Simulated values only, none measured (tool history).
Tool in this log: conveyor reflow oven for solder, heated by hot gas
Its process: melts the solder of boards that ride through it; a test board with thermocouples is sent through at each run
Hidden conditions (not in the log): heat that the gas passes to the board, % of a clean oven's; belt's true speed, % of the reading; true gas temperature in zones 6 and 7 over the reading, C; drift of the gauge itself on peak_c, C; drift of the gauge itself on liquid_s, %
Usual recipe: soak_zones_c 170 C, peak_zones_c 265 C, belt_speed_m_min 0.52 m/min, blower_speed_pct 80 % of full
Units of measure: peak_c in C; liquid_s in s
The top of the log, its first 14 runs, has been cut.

run,hour,soak_zones_c,peak_zones_c,belt_speed_m_min,blower_speed_pct,hours of work since the flux was cleaned out,hours of work since the belt drive was overhauled,hours of work since the thermocouples were changed,peak_c,liquid_s
15,258.9,170,265,0.52,80,76,131,11,247.9,47.6
16,272,177,259,0.52,50,82,137,18,236.3,36.63
17,293.7,177,259,0.52,50,92,147,28,236.4,36.49
18,304.9,177,259,0.52,50,98,152,33,236.3,36.55
19,329,177,259,0.52,67,109,164,44,241.1,43.24
20,348.1,170,257,0.52,80,118,172,53,240.8,41.68
21,371.7,184,265,0.52,80,129,183,64,250.3,54.08
22,389.5,184,265,0.52,80,137,192,72,250.1,53.97
23,404.6,160,253,0.533,66,144,199,80,231.1,26
24,427.1,167,265,0.447,87,155,209,90,252.7,59.87
25,446.2,176,267,0.437,63,164,218,99,251.9,62.77
26,461.7,176,267,0.437,63,171,226,106,251.9,62.78
27,473.3,179,275,0.576,82,176,231,112,254.3,48.85
28,491.9,170,255,0.52,84,185,240,120,239.4,40.51
29,503,170,255,0.52,84,190,245,126,239.2,40.5
30,515.9,180,280,0.598,78,196,251,132,256,47.91

Consider 4 possible next runs. They are alternatives, not a sequence: every one starts from the tool as it was left by run 30. What does each give?
A,530.8,180,265,0.463,74,203,258,138,?,?
B,530.8,179,267,0.598,87,203,258,138,?,?
C,530.8,170,265,0.586,80,203,258,138,?,?
D,530.8,173,272,0.561,80,203,258,138,?,?

run,peak_c,liquid_s
A,251.2,60.51
B,247,42.41
C,242.9,37.17
D,250.9,46.1
With no hidden state in the tool, these same runs would have given:
run,peak_c,liquid_s
A,252.5,61.26
B,248.7,43.56
C,244.7,38.62
D,252.6,47.14
